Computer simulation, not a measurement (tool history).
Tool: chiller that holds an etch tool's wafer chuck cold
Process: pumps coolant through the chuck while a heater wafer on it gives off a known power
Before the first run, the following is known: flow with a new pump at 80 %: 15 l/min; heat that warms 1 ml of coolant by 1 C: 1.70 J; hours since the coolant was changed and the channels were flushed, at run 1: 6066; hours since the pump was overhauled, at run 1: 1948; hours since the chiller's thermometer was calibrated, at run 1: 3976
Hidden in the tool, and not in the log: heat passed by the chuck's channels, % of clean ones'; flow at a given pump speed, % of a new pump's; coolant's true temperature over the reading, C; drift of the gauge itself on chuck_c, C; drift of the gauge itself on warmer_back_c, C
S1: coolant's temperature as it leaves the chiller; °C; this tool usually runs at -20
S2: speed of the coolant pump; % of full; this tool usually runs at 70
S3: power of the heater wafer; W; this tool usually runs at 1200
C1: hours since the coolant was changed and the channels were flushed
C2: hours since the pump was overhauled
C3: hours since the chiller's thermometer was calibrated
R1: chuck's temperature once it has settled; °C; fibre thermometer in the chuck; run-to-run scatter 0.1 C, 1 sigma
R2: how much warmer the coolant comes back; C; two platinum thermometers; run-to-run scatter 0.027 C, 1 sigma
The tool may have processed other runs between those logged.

run,day,S1,S2,S3,C1,C2,C3,R1,R2
1,0,-20,70,1200,6066,1948,3976,-4.9,3.29
2,5.35,-20,70,1200,6195,2076,4104,-4.9,3.27
3,10.879,-20,70,1200,6327,2209,4237,-4.9,3.27
4,14.758,-27,70,1200,6421,2302,4330,-11.8,3.25
5,19.088,-27,70,1200,6524,2406,4434,-11.8,3.31
# day 22.033: chiller's thermometer calibrated
6,24.9,-20,70,666,6663,2544,69,-11.6,1.85
7,32.438,-20,70,666,6844,2725,250,-11.6,1.88
8,37.05,-20,70,666,6955,2836,360,-11.5,1.85
# day 38.083: coolant changed, channels flushed
9,42.508,-20,70,666,106,2961,485,-12.3,1.87
10,49.2,-20,70,666,267,3122,646,-12.3,1.82
11,52.746,-20,70,666,352,3207,731,-12.2,1.8
12,57.458,-20,70,666,465,3320,844,-12.4,1.79
13,63.058,-19,70,1200,599,3454,979,-5,3.27
14,67.417,-20,70,1216,704,3559,1083,-5.9,3.4
15,71.608,-20,70,1216,805,3659,1184,-5.6,3.37
16,78.283,-12,70,1200,965,3820,1344,2.2,3.38
17,85.017,-20,70,1154,1126,3981,1506,-6.3,3.29
18,91.938,-20,70,1154,1293,4147,1672,-6.3,3.25
19,96.821,-14,69,1361,1410,4264,1789,2.5,3.88
20,100.896,-11,69,1361,1507,4362,1887,5.5,3.86
21,106.371,-18,82,763,1639,4494,2018,-9.8,1.88
22,111.675,-18,82,970,1766,4621,2145,-7.5,2.37
23,118.904,-18,82,970,1940,4794,2319,-7.7,2.36
24,124.642,-20,69,1203,2077,4932,2457,-5.2,3.46
25,129.883,-13,93,1200,2203,5058,2582,-1.2,2.62
26,135.221,-20,67,1009,2331,5186,2710,-7.1,2.98
27,143.067,-29,81,1098,2520,5374,2899,-17.2,2.71
28,150.758,-29,81,1098,2704,5559,3083,-16.7,2.73
29,154.767,-11,61,1200,2800,5655,3180,5.8,3.89
30,160.517,-17,69,1200,2938,5793,3318,-2,3.5
31,164.312,-15,80,839,3029,5884,3409,-5.4,2.13
32,167.733,-20,72,1200,3112,5966,3491,-5.3,3.36
33,171.788,-20,72,1200,3209,6064,3588,-5.2,3.4

Consider 3 possible next runs. They are alternatives, not a sequence: every one starts from the tool as it was left by run 33. What does each give?
A,175.321,-13,63,1200,3294,6148,3673,?,?
B,175.321,-20,72,1319,3294,6148,3673,?,?
C,175.321,-17,61,1200,3294,6148,3673,?,?

run,R1,R2
A,3.4,3.85
B,-3.7,3.68
C,-0.2,3.95
With no hidden state in the tool, these same runs would have given:
run,R1,R2
A,1.4,3.59
B,-5.6,3.42
C,-2.2,3.68
